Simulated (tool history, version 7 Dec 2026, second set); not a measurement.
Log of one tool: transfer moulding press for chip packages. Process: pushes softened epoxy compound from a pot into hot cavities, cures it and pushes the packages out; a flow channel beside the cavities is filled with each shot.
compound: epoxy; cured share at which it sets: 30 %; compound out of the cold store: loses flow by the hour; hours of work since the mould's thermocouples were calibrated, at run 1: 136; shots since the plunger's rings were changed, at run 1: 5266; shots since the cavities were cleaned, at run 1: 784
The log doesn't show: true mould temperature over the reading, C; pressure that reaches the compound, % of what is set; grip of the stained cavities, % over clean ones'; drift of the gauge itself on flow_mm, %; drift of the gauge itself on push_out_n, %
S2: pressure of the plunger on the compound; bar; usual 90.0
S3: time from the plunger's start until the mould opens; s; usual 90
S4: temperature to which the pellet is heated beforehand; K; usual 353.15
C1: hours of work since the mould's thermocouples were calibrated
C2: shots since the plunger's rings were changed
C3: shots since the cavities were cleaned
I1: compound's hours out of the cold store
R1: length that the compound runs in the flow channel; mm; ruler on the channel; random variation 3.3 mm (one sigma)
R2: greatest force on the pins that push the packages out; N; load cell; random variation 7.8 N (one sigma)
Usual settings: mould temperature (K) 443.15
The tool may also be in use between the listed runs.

Run 1, hour 0.0: usual settings; C1 136; C2 5266; C3 784; I1 47.6. Result: R1 659 mm, R2 579 N.
At hour 26.0: plunger's sealing rings changed.
At hour 29.8: cavities cleaned with cleaning compound and waxed.
Run 2, hour 35.5: usual settings; C1 160; C2 130; C3 93; I1 33.7. Result: R1 783 mm, R2 758 N.
Run 3, hour 59.7: usual settings but mould temperature (K) 444.15; C1 179; C2 521; C3 484; I1 47.7. Result: R1 706 mm, R2 627 N.
Run 4, hour 99.2: usual settings but mould temperature (K) 444.15; C1 209; C2 1161; C3 1124; I1 36.2. Result: R1 753 mm, R2 626 N.
At hour 107.6: cavities cleaned with cleaning compound and waxed.
Run 5, hour 144.1: usual settings but S4 346.15 K; C1 243; C2 1864; C3 591; I1 41.3. Result: R1 725 mm, R2 561 N.
At hour 185.6: cavities cleaned with cleaning compound and waxed.
Run 6, hour 190.7: usual settings but S4 346.15 K; C1 277; C2 2595; C3 83; I1 46.9. Result: R1 692 mm, R2 361 N.
Run 7, hour 214.5: usual settings; C1 295; C2 2982; C3 470; I1 19.4. Result: R1 822 mm, R2 583 N.
Run 8, hour 236.6: usual settings; C1 312; C2 3340; C3 828; I1 45.0. Result: R1 695 mm, R2 574 N.
At hour 262.6: cavities cleaned with cleaning compound and waxed.
Run 9, hour 283.0: usual settings but S2 75.4 bar; C1 347; C2 4068; C3 331; I1 17.1. Result: R1 754 mm, R2 535 N.
At hour 294.8: cavities cleaned with cleaning compound and waxed, once more.
Run 10, hour 312.6: usual settings but S2 75.4 bar; C1 368; C2 4522; C3 288; I1 40.4. Result: R1 640 mm, R2 463 N.
Run 11, hour 358.8: usual settings but S2 70.6 bar; C1 404; C2 5272; C3 1038; I1 28.5. Result: R1 666 mm, R2 639 N.
At hour 373.4: cavities cleaned with cleaning compound and waxed.
At hour 385.1: plunger's sealing rings changed.
Run 12, hour 385.1: usual settings but S2 70.6 bar, S4 345.15 K; C1 421; C2 0; C3 148; I1 8.6. Result: R1 825 mm, R2 478 N.
Run 13, hour 430.0: usual settings but S2 70.6 bar, S4 345.15 K; C1 455; C2 728; C3 876; I1 31.1. Result: R1 697 mm, R2 662 N.
At hour 452.5: cavities cleaned with cleaning compound and waxed.
Run 14, hour 476.3: usual settings but S2 70.6 bar, S4 345.15 K; C1 490; C2 1454; C3 386; I1 47.9. Result: R1 618 mm, R2 500 N.
Run 15, hour 523.4: usual settings; C1 526; C2 2217; C3 1149; I1 29.4. Result: R1 776 mm, R2 649 N.
At hour 527.8: cavities cleaned with cleaning compound and waxed.
Run 16, hour 553.8: usual settings but mould temperature (K) 447.15, S2 87.5 bar, S3 84 s, S4 344.15 K; C1 548; C2 2685; C3 421; I1 44.2. Result: R1 686 mm, R2 489 N.
Run 17, hour 597.1: usual settings but mould temperature (K) 447.15, S2 68.8 bar, S3 84 s, S4 344.15 K; C1 581; C2 3388; C3 1124; I1 16.0. Result: R1 722 mm, R2 678 N.
At hour 605.2: cavities cleaned with cleaning compound and waxed.
Run 18, hour 625.4: usual settings but mould temperature (K) 449.15, S4 350.15 K; C1 602; C2 3821; C3 326; I1 14.9. Result: R1 825 mm, R2 372 N.
Run 19, hour 647.8: usual settings but mould temperature (K) 438.15, S4 350.15 K; C1 619; C2 4184; C3 689; I1 39.4. Result: R1 722 mm, R2 833 N.
Run 20, hour 670.1: usual settings but S2 105.0 bar, S4 348.15 K; C1 636; C2 4546; C3 1051; I1 40.3. Result: R1 755 mm, R2 666 N.
At hour 684.0: cavities cleaned with cleaning compound and waxed.
Run 21, hour 709.5: usual settings but S2 105.0 bar, S4 348.15 K; C1 665; C2 5160; C3 413; I1 20.2. Result: R1 858 mm, R2 575 N.
At hour 742.0: plunger's sealing rings changed.
Run 22, hour 755.0: usual settings but mould temperature (K) 439.15, S2 74.2 bar; C1 698; C2 210; C3 1110; I1 44.1. Result: R1 669 mm, R2 828 N.
At hour 761.9: cavities cleaned with cleaning compound and waxed.
Run 23, hour 799.5: usual settings but mould temperature (K) 441.15, S2 79.8 bar; C1 731; C2 906; C3 609; I1 18.8. Result: R1 808 mm, R2 727 N.
At hour 840.1: cavities cleaned with cleaning compound and waxed.
Run 24, hour 847.6: usual settings but S2 95.9 bar, S3 124 s; C1 767; C2 1661; C3 121; I1 24.0. Result: R1 842 mm, R2 255 N.
Run 25, hour 889.6: usual settings but S2 95.9 bar, S3 124 s; C1 799; C2 2343; C3 803; I1 31.8. Result: R1 789 mm, R2 392 N.
Run 26, hour 909.3: usual settings but S2 95.9 bar, S3 124 s; C1 815; C2 2662; C3 1122; I1 30.1. Result: R1 797 mm, R2 398 N.
At hour 915.4: cavities cleaned with cleaning compound and waxed.
Run 27, hour 947.4: usual settings but mould temperature (K) 441.15, S2 95.9 bar, S3 109 s; C1 843; C2 3256; C3 519; I1 22.3. Result: R1 839 mm, R2 462 N.
At hour 976.6: mould's thermocouples calibrated.
Run 28, hour 976.6: usual settings but S3 112 s, S4 348.15 K; C1 0; C2 3696; C3 959; I1 16.4. Result: R1 828 mm, R2 417 N.
At hour 994.7: cavities cleaned with cleaning compound and waxed.
Run 29, hour 1013.1: usual settings but S3 76 s, S4 345.15 K; C1 27; C2 4263; C3 299; I1 31.4. Result: R1 752 mm, R2 734 N.

Forecast each of these 3 alternatives for the next run:
Run A, hour 1052.0: usual settings but S2 74.3 bar, S3 76 s, S4 345.15 K; C1 57; C2 4893; C3 929; I1 23.6. Result: R1 ?, R2 ?.
Run B, hour 1052.0: usual settings but S4 343.15 K; C1 57; C2 4893; C3 929; I1 27.4. Result: R1 ?, R2 ?.
Run C, hour 1052.0: usual settings but mould temperature (K) 441.15, S2 87.8 bar, S4 363.15 K; C1 57; C2 4893; C3 929; I1 32.0. Result: R1 ?, R2 ?.

run   R1   R2
  A  711  948
  B  762  642
  C  732  638
Without the tool's hidden state the same runs would have given:
run   R1   R2
  A  763  497
  B  818  337
  C  786  334
